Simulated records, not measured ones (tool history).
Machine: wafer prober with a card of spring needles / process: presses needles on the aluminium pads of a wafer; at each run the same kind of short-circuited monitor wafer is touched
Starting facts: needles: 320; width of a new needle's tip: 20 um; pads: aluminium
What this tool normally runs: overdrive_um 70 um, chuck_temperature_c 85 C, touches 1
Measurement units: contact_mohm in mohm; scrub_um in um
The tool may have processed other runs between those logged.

run 1 hour=0.0 | overdrive_um=70 chuck_temperature_c=85 touches=1 | contact_mohm=268 scrub_um=12.78
-- hour=15.5 tips cleaned on abrasive film
-- hour=39.9 tips cleaned on abrasive film
-- hour=65.6 tips cleaned on abrasive film
run 2 hour=66.8 | overdrive_um=70 chuck_temperature_c=85 touches=1 | contact_mohm=254 scrub_um=12.68
-- hour=90.5 tips cleaned on abrasive film
-- hour=114.8 tips cleaned on abrasive film
-- hour=124.2 height of the first contact set anew
run 3 hour=134.3 | overdrive_um=70 chuck_temperature_c=85 touches=2 | contact_mohm=268 scrub_um=13.02
-- hour=139.7 tips cleaned on abrasive film
-- hour=161.1 tips cleaned on abrasive film
-- hour=185.7 tips cleaned on abrasive film
run 4 hour=188.4 | overdrive_um=70 chuck_temperature_c=85 touches=2 | contact_mohm=252 scrub_um=12.95
-- hour=207.7 tips cleaned on abrasive film
-- hour=233.0 tips cleaned on abrasive film
run 5 hour=252.1 | overdrive_um=70 chuck_temperature_c=85 touches=2 | contact_mohm=264 scrub_um=12.87
-- hour=257.6 tips cleaned on abrasive film
-- hour=281.3 tips cleaned on abrasive film
-- hour=307.7 tips cleaned on abrasive film
run 6 hour=320.9 | overdrive_um=70 chuck_temperature_c=85 touches=1 | contact_mohm=273 scrub_um=12.82
-- hour=330.3 tips cleaned on abrasive film
-- hour=357.0 tips cleaned on abrasive film
-- hour=382.6 tips cleaned on abrasive film
run 7 hour=389.0 | overdrive_um=70 chuck_temperature_c=85 touches=1 | contact_mohm=262 scrub_um=12.71
-- hour=405.0 tips cleaned on abrasive film
-- hour=430.2 tips cleaned on abrasive film
-- hour=456.9 tips cleaned on abrasive film
run 8 hour=470.6 | overdrive_um=70 chuck_temperature_c=85 touches=1 | contact_mohm=275 scrub_um=12.72
-- hour=481.0 tips cleaned on abrasive film
-- hour=505.2 tips cleaned on abrasive film
-- hour=531.7 tips cleaned on abrasive film
-- hour=541.4 height of the first contact set anew
run 9 hour=542.9 | overdrive_um=70 chuck_temperature_c=85 touches=1 | contact_mohm=271 scrub_um=13.00
-- hour=558.5 tips cleaned on abrasive film
-- hour=580.5 tips cleaned on abrasive film
-- hour=605.7 tips cleaned on abrasive film
run 10 hour=622.0 | overdrive_um=70 chuck_temperature_c=85 touches=1 | contact_mohm=277 scrub_um=12.92
-- hour=627.4 tips cleaned on abrasive film
-- hour=648.8 tips cleaned on abrasive film
-- hour=675.0 tips cleaned on abrasive film
run 11 hour=694.4 | overdrive_um=70 chuck_temperature_c=85 touches=1 | contact_mohm=279 scrub_um=12.92
-- hour=698.9 tips cleaned on abrasive film
-- hour=724.6 tips cleaned on abrasive film
-- hour=746.6 tips cleaned on abrasive film
run 12 hour=746.6 | overdrive_um=72 chuck_temperature_c=85 touches=1 | contact_mohm=248 scrub_um=13.17
-- hour=772.6 tips cleaned on abrasive film
-- hour=797.8 tips cleaned on abrasive film
-- hour=823.6 tips cleaned on abrasive film
run 13 hour=828.2 | overdrive_um=74 chuck_temperature_c=85 touches=1 | contact_mohm=261 scrub_um=13.47
-- hour=848.1 tips cleaned on abrasive film
-- hour=872.9 tips cleaned on abrasive film
run 14 hour=883.1 | overdrive_um=70 chuck_temperature_c=27 touches=1 | contact_mohm=262 scrub_um=12.67

For run 15, what comes out?
-- hour=897.5 tips cleaned on abrasive film
-- hour=923.9 tips cleaned on abrasive film
-- hour=948.7 tips cleaned on abrasive film
run 15 hour=950.8 | overdrive_um=89 chuck_temperature_c=85 touches=1 | contact_mohm=? scrub_um=?

Run 15 gave contact_mohm 249 mohm, scrub_um 16.32 um.
Were there no unlogged condition in the tool, this run, its random variation unchanged, would have produced contact_mohm 241 mohm, scrub_um 16.65 um.
